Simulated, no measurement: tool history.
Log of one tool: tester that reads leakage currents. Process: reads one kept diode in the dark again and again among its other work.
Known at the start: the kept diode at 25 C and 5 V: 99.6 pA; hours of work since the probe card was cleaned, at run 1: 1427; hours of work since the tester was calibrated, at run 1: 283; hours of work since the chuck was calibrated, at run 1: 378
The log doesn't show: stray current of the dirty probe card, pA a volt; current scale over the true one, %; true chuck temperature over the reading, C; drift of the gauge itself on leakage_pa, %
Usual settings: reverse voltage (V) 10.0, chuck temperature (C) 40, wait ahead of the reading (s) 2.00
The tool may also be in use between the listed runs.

run,hour,reverse voltage (V),chuck temperature (C),wait ahead of the reading (s),hours of work since the probe card was cleaned,hours of work since the tester was calibrated,hours of work since the chuck was calibrated,current that the tester gives (pA)
1,0.0,10.0,40,2.00,1427,283,378,414.43
2,55.1,10.0,40,2.00,1463,319,414,411.95
3,108.3,10.0,40,2.00,1498,354,449,407.09
4,176.2,10.0,32,2.00,1542,398,493,222.68
5,261.2,10.0,40,2.00,1598,453,549,401.67
6,349.5,10.0,40,2.00,1655,511,606,398.31
7,447.2,2.0,40,2.00,1719,575,670,192.40
8,516.4,2.0,40,2.00,1764,620,715,190.43
9,561.3,10.0,40,2.00,1793,649,744,389.86
10,670.8,10.0,40,2.00,1865,721,816,385.25
11,719.6,10.0,40,3.89,1897,752,848,381.66
# hour 736.1: chuck's temperature calibrated
12,775.2,10.0,40,3.89,1932,787,25,448.45
13,839.7,10.0,40,2.00,1974,829,68,448.46
# hour 928.9: probe card cleaned and baked
14,944.9,10.0,40,2.00,10,896,134,448.47
15,1036.6,10.0,40,2.00,70,956,194,445.08
16,1129.0,10.0,40,2.00,131,1016,254,440.50
17,1202.6,10.0,40,2.00,179,1064,302,436.33
# hour 1225.9: probe card cleaned and baked, once more
18,1295.3,10.0,40,5.29,45,1123,361,417.37
19,1392.6,10.0,40,5.29,109,1186,424,411.13
20,1445.0,10.0,40,5.29,143,1220,458,410.09
21,1547.2,2.6,22,0.36,210,1287,525,56.13
22,1645.4,10.0,40,6.71,274,1351,589,402.56
23,1724.1,13.7,40,1.84,325,1402,640,457.57
24,1771.3,10.0,34,0.50,356,1433,671,255.57
25,1816.5,10.0,34,3.41,385,1463,701,249.98
26,1902.5,3.4,28,1.90,441,1519,757,95.71
27,1972.1,1.4,40,1.08,487,1564,802,166.31
28,2047.2,1.4,40,1.08,536,1613,851,164.04
# hour 2058.6: chuck's temperature calibrated
29,2158.6,11.2,22,2.78,607,1684,65,114.11
30,2239.6,2.0,30,0.90,660,1737,118,100.00
31,2292.2,12.8,40,1.48,694,1772,152,482.20
32,2395.2,9.7,30,0.89,761,1839,220,201.01
33,2486.8,4.4,24,2.52,821,1899,279,84.80
34,2584.2,4.4,24,2.52,885,1962,343,84.49
35,2666.4,4.4,24,2.52,938,2016,396,82.70
36,2717.5,10.0,58,1.98,972,2049,430,1476.03
37,2768.3,3.8,25,1.81,1005,2082,463,83.81
38,2832.6,1.2,27,0.90,1047,2124,505,58.76
39,2877.2,6.8,40,0.30,1076,2153,534,352.42

Some steps in current that the tester gives (pA) between neighbouring runs. How much of each would the tool show without its hidden state too (settings, what came in, random variation), and how much is left for the hidden state, with any gauge scatter that isn't in both results?
Run 11 -> 12: chuck's temperature calibrated. current that the tester gives (pA) +66.79: hidden state +69.26, all else -2.47.
Run 30 -> 31: reverse voltage (V) 2.0 -> 12.8, chuck temperature (C) 30 -> 40, wait ahead of the reading (s) 0.90 -> 1.48. current that the tester gives (pA) +382.20: hidden state -5.76, all else +387.96.
Run 35 -> 36: reverse voltage (V) 4.4 -> 10.0, chuck temperature (C) 24 -> 58, wait ahead of the reading (s) 2.52 -> 1.98. current that the tester gives (pA) +1393.33: hidden state -87.71, all else +1481.04.
Run 36 -> 37: reverse voltage (V) 10.0 -> 3.8, chuck temperature (C) 58 -> 25, wait ahead of the reading (s) 1.98 -> 1.81. current that the tester gives (pA) -1392.22: hidden state +86.40, all else -1478.62.
